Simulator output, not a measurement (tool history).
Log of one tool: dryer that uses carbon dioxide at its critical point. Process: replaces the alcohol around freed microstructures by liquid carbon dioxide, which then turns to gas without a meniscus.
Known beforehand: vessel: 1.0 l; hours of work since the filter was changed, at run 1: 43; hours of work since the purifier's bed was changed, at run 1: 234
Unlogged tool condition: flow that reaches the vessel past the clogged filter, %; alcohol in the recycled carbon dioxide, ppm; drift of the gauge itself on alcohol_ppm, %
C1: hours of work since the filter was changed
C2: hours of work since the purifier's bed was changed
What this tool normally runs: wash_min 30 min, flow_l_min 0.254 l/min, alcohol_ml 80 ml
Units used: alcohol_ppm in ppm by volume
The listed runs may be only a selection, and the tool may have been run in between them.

run 1 hour=0 | wash_min=30 flow_l_min=0.254 alcohol_ml=80 | C1=43 C2=234 | alcohol_ppm=131
run 2 hour=10 | wash_min=30 flow_l_min=0.254 alcohol_ml=80 | C1=48 C2=239 | alcohol_ppm=146
run 3 hour=19.6 | wash_min=30 flow_l_min=0.254 alcohol_ml=80 | C1=53 C2=244 | alcohol_ppm=134
run 4 hour=27.9 | wash_min=30 flow_l_min=0.254 alcohol_ml=80 | C1=58 C2=249 | alcohol_ppm=140
run 5 hour=35.9 | wash_min=30 flow_l_min=0.2 alcohol_ml=80 | C1=62 C2=253 | alcohol_ppm=367
run 6 hour=45.5 | wash_min=30 flow_l_min=0.376 alcohol_ml=80 | C1=67 C2=258 | alcohol_ppm=87
run 7 hour=57.7 | wash_min=30 flow_l_min=0.254 alcohol_ml=80 | C1=73 C2=264 | alcohol_ppm=136
run 8 hour=71.3 | wash_min=30 flow_l_min=0.254 alcohol_ml=66 | C1=80 C2=271 | alcohol_ppm=154
run 9 hour=85.2 | wash_min=30 flow_l_min=0.254 alcohol_ml=80 | C1=87 C2=278 | alcohol_ppm=151
run 10 hour=97.9 | wash_min=30 flow_l_min=0.254 alcohol_ml=80 | C1=94 C2=285 | alcohol_ppm=147
run 11 hour=111.4 | wash_min=30 flow_l_min=0.254 alcohol_ml=23 | C1=101 C2=292 | alcohol_ppm=106
run 12 hour=119.4 | wash_min=33 flow_l_min=0.254 alcohol_ml=23 | C1=105 C2=296 | alcohol_ppm=103
run 13 hour=134.7 | wash_min=33 flow_l_min=0.254 alcohol_ml=23 | C1=113 C2=304 | alcohol_ppm=103
run 14 hour=143.3 | wash_min=33 flow_l_min=0.254 alcohol_ml=23 | C1=118 C2=308 | alcohol_ppm=109
run 15 hour=153.1 | wash_min=33 flow_l_min=0.254 alcohol_ml=23 | C1=123 C2=314 | alcohol_ppm=103
run 16 hour=162.4 | wash_min=33 flow_l_min=0.254 alcohol_ml=23 | C1=127 C2=318 | alcohol_ppm=111
run 17 hour=171.5 | wash_min=33 flow_l_min=0.254 alcohol_ml=23 | C1=132 C2=323 | alcohol_ppm=107
run 18 hour=183.8 | wash_min=30 flow_l_min=0.254 alcohol_ml=80 | C1=139 C2=329 | alcohol_ppm=168
run 19 hour=190.6 | wash_min=30 flow_l_min=0.254 alcohol_ml=80 | C1=142 C2=333 | alcohol_ppm=172
run 20 hour=197.3 | wash_min=30 flow_l_min=0.254 alcohol_ml=80 | C1=146 C2=337 | alcohol_ppm=168
run 21 hour=206.1 | wash_min=30 flow_l_min=0.254 alcohol_ml=80 | C1=150 C2=341 | alcohol_ppm=169
run 22 hour=216.3 | wash_min=30 flow_l_min=0.254 alcohol_ml=80 | C1=155 C2=346 | alcohol_ppm=176
run 23 hour=231.4 | wash_min=30 flow_l_min=0.254 alcohol_ml=80 | C1=163 C2=354 | alcohol_ppm=180
run 24 hour=241.4 | wash_min=30 flow_l_min=0.262 alcohol_ml=112 | C1=168 C2=359 | alcohol_ppm=182
run 25 hour=256.8 | wash_min=30 flow_l_min=0.262 alcohol_ml=112 | C1=176 C2=367 | alcohol_ppm=186
run 26 hour=266.4 | wash_min=30 flow_l_min=0.262 alcohol_ml=112 | C1=181 C2=372 | alcohol_ppm=184
run 27 hour=275.8 | wash_min=27 flow_l_min=0.254 alcohol_ml=27 | C1=186 C2=377 | alcohol_ppm=163
run 28 hour=282.6 | wash_min=33 flow_l_min=0.254 alcohol_ml=68 | C1=190 C2=381 | alcohol_ppm=152
run 29 hour=291.6 | wash_min=29 flow_l_min=0.254 alcohol_ml=22 | C1=195 C2=385 | alcohol_ppm=147
run 30 hour=307.8 | wash_min=30 flow_l_min=0.179 alcohol_ml=80 | C1=203 C2=394 | alcohol_ppm=768
run 31 hour=317.9 | wash_min=37 flow_l_min=0.392 alcohol_ml=87 | C1=208 C2=399 | alcohol_ppm=120
run 32 hour=329.7 | wash_min=32 flow_l_min=0.392 alcohol_ml=40 | C1=214 C2=405 | alcohol_ppm=123
run 33 hour=342.7 | wash_min=32 flow_l_min=0.392 alcohol_ml=40 | C1=221 C2=412 | alcohol_ppm=123
run 34 hour=352.2 | wash_min=28 flow_l_min=0.247 alcohol_ml=83 | C1=226 C2=417 | alcohol_ppm=271
run 35 hour=366.3 | wash_min=28 flow_l_min=0.247 alcohol_ml=83 | C1=233 C2=424 | alcohol_ppm=285
run 36 hour=381.4 | wash_min=34 flow_l_min=0.193 alcohol_ml=68 | C1=241 C2=432 | alcohol_ppm=342
run 37 hour=391.5 | wash_min=32 flow_l_min=0.206 alcohol_ml=69 | C1=246 C2=437 | alcohol_ppm=324
run 38 hour=398.2 | wash_min=25 flow_l_min=0.207 alcohol_ml=61 | C1=250 C2=441 | alcohol_ppm=733
run 39 hour=406.7 | wash_min=33 flow_l_min=0.154 alcohol_ml=26 | C1=254 C2=445 | alcohol_ppm=434
run 40 hour=422.4 | wash_min=38 flow_l_min=0.16 alcohol_ml=26 | C1=262 C2=453 | alcohol_ppm=275
run 41 hour=429.4 | wash_min=21 flow_l_min=0.282 alcohol_ml=80 | C1=266 C2=457 | alcohol_ppm=523
run 42 hour=441.4 | wash_min=41 flow_l_min=0.341 alcohol_ml=80 | C1=272 C2=463 | alcohol_ppm=145
run 43 hour=450.3 | wash_min=30 flow_l_min=0.256 alcohol_ml=35 | C1=277 C2=468 | alcohol_ppm=183
run 44 hour=458.8 | wash_min=30 flow_l_min=0.256 alcohol_ml=35 | C1=281 C2=472 | alcohol_ppm=178
run 45 hour=467.5 | wash_min=30 flow_l_min=0.256 alcohol_ml=35 | C1=286 C2=477 | alcohol_ppm=186
run 46 hour=477.6 | wash_min=30 flow_l_min=0.256 alcohol_ml=35 | C1=291 C2=482 | alcohol_ppm=180

Measured less the same run without the tool's hidden state. The same run-to-run variation is in both; the gauge's scatter may not be:
run=1 alcohol_ppm=+72
run=2 alcohol_ppm=+77
run=3 alcohol_ppm=+79
run=4 alcohol_ppm=+81
run=5 alcohol_ppm=+98
run=6 alcohol_ppm=+77
run=7 alcohol_ppm=+87
run=8 alcohol_ppm=+89
run=9 alcohol_ppm=+94
run=10 alcohol_ppm=+93
run=11 alcohol_ppm=+88
run=12 alcohol_ppm=+89
run=13 alcohol_ppm=+91
run=14 alcohol_ppm=+94
run=15 alcohol_ppm=+94
run=16 alcohol_ppm=+99
run=17 alcohol_ppm=+97
run=18 alcohol_ppm=+110
run=19 alcohol_ppm=+111
run=20 alcohol_ppm=+116
run=21 alcohol_ppm=+114
run=22 alcohol_ppm=+117
run=23 alcohol_ppm=+121
run=24 alcohol_ppm=+123
run=25 alcohol_ppm=+130
run=26 alcohol_ppm=+126
run=27 alcohol_ppm=+124
run=28 alcohol_ppm=+122
run=29 alcohol_ppm=+121
run=30 alcohol_ppm=+242
run=31 alcohol_ppm=+115
run=32 alcohol_ppm=+121
run=33 alcohol_ppm=+120
run=34 alcohol_ppm=+159
run=35 alcohol_ppm=+168
run=36 alcohol_ppm=+181
run=37 alcohol_ppm=+180
run=38 alcohol_ppm=+268
run=39 alcohol_ppm=+198
run=40 alcohol_ppm=+171
run=41 alcohol_ppm=+242
run=42 alcohol_ppm=+136
run=43 alcohol_ppm=+150
run=44 alcohol_ppm=+153
run=45 alcohol_ppm=+152
run=46 alcohol_ppm=+152

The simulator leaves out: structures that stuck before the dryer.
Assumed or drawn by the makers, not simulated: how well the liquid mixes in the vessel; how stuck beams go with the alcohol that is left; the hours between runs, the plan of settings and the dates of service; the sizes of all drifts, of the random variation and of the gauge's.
